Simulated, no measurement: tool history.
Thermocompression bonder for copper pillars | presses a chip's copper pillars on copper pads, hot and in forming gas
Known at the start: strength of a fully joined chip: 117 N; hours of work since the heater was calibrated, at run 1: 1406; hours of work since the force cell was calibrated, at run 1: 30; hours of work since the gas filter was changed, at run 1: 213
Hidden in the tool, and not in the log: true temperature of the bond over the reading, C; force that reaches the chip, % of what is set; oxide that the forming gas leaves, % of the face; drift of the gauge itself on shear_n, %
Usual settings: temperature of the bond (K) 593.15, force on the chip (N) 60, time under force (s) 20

run    hour  temperature of the bond (K)  force on the chip (N)  time under force (s)  hours of work since the heater was calibrated  hours of work since the force cell was calibrated  hours of work since the gas filter was changed  force that shears a chip off (N)
  1       0                       593.15                     60                    20                                           1406                                                 30                                             213                              45.6
         24  -- forming gas filter changed
  2      24                       593.15                     60                    20                                           1422                                                 46                                               0                              45.4
  3    74.8                       593.15                     60                    20                                           1457                                                 80                                              34                              45.1
  4   109.9                       593.15                     60                    20                                           1480                                                104                                              58                              45.3
      152.1  -- heater calibrated with a thermocouple chip
  5     155                       593.15                     51                    20                                              2                                                133                                              87                              37.6
  6   208.7                       593.15                     51                    20                                             38                                                169                                             123                              37.5
  7   242.1                       593.15                     51                    20                                             61                                                192                                             146                              37.5
  8   280.6                       593.15                     51                    20                                             87                                                218                                             172                              37.7
  9   332.3                       593.15                     60                    20                                            122                                                253                                             207                              44.4
        365  -- forming gas filter changed
 10   381.3                       593.15                     60                    20                                            154                                                286                                              11                              45.2
 11   416.5                       593.15                     60                    20                                            178                                                309                                              35                              44.9
 12     455                       593.15                     52                    20                                            204                                                335                                              61                              38.5
 13   502.4                       593.15                     52                    60                                            236                                                367                                              93                              58.8
 14   546.7                       593.15                     60                    20                                            266                                                397                                             123                              44.6
 15   580.9                       600.15                     60                    20                                            289                                                420                                             146                              47.4
 16   616.3                       600.15                     60                    28                                            313                                                444                                             170                              53.9
 17   655.9                       600.15                     60                    28                                            340                                                471                                             196                              53.4
 18     678                       593.15                     60                    20                                            355                                                486                                             211                              44.5
 19   700.8                       593.15                     60                    20                                            370                                                501                                             227                              44.3
      704.2  -- forming gas filter changed
 20     751                       593.15                     60                    20                                            404                                                535                                              32                              44.8
 21   785.5                       593.15                     43                    20                                            427                                                558                                              55                                31
 22   811.4                       588.15                     80                    55                                            445                                                576                                              72                              78.1
 23   836.5                       570.15                     64                    20                                            462                                                593                                              89                              38.8
 24   865.3                       587.15                     42                    16                                            481                                                612                                             109                                26
 25   916.7                       587.15                     42                    16                                            516                                                647                                             144                              26.4
 26   962.7                       587.15                     41                    50                                            547                                                678                                             175                              40.8
 27  1010.1                       603.15                     41                    50                                            579                                                710                                             207                                47
     1043.9  -- forming gas filter changed
 28  1043.9                       600.15                     58                    42                                            601                                                733                                               0                              60.3
 29  1091.9                       593.15                     88                    20                                            634                                                765                                              32                              64.5
 30  1127.4                       593.15                     88                    20                                            658                                                789                                              56                              64.9
 31  1179.7                       576.15                     85                    34                                            693                                                824                                              92                              65.4
 32  1224.2                       619.15                     36                    20                                            723                                                854                                             122                                32
 33  1276.6                       619.15                     36                    20                                            759                                                890                                             157                              32.1
 34  1308.7                       619.15                     60                    20                                            780                                                911                                             179                              54.5
 35  1337.7                       619.15                     60                    20                                            800                                                931                                             198                              54.5
 36  1365.9                       565.15                     72                    20                                            819                                                950                                             218                                42
     1371.7  -- force cell calibrated
     1387.5  -- forming gas filter changed
 37  1392.6                       565.15                     72                    20                                            836                                                 14                                               3                              42.1
 38  1443.1                       608.15                     36                    23                                            870                                                 48                                              38                              31.8

Forecast each of these 3 alternatives for the next run:
  A  1467.5                       603.15                     36                    23                                            886                                                 64                                              54                                 ?
  B  1467.5                       604.15                     36                    23                                            886                                                 64                                              54                                 ?
  C  1467.5                       593.15                     38                    20                                            886                                                 64                                              54                                 ?

run  force that shears a chip off (N)
  A                                30
  B                              30.5
  C                                27
Without the tool's hidden state the same runs would have given:
run  force that shears a chip off (N)
  A                              29.8
  B                              30.4
  C                              26.9

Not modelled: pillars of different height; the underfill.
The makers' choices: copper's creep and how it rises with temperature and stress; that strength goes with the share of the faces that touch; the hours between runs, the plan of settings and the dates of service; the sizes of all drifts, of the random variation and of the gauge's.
